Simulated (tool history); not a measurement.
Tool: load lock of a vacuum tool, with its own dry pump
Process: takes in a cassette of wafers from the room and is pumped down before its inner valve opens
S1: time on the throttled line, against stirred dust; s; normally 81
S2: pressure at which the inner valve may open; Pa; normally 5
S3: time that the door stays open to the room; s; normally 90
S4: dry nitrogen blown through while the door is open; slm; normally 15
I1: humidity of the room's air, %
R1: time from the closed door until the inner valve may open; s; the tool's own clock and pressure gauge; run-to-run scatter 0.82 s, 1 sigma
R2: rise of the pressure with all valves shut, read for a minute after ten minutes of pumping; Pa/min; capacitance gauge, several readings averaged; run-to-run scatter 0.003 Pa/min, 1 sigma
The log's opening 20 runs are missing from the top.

run 21 hour=2554.3 | S1=91 S2=5 S3=90 S4=14 | I1=44.1 | R1=136.7 R2=0.038
run 22 hour=2705.2 | S1=81 S2=5 S3=90 S4=9 | I1=43.5 | R1=128.4 R2=0.042
run 23 hour=2798.1 | S1=145 S2=7 S3=188 S4=33 | I1=43.9 | R1=177.7 R2=0.047
run 24 hour=2891.5 | S1=64 S2=5 S3=90 S4=7 | I1=38.9 | R1=114.6 R2=0.036
run 25 hour=3058.5 | S1=98 S2=5 S3=163 S4=16 | I1=46.5 | R1=141.2 R2=0.061
run 26 hour=3164.0 | S1=98 S2=5 S3=124 S4=9 | I1=44.5 | R1=142.6 R2=0.054
run 27 hour=3278.2 | S1=81 S2=8 S3=42 S4=15 | I1=44.7 | R1=125.0 R2=0.020
run 28 hour=3427.0 | S1=81 S2=7 S3=90 S4=28 | I1=46.2 | R1=124.4 R2=0.031
run 29 hour=3520.1 | S1=155 S2=5 S3=90 S4=16 | I1=46.3 | R1=186.8 R2=0.033

Predict the results of run 30:
run 30 hour=3621.8 | S1=81 S2=5 S3=90 S4=7 | I1=43.5 | R1=? R2=?

{"run 30": {"R1": 125.0, "R2": 0.047}}
If the tool had no hidden condition, the same run with the same run-to-run variation would have returned R1 125.0 s, R2 0.047 Pa/min.
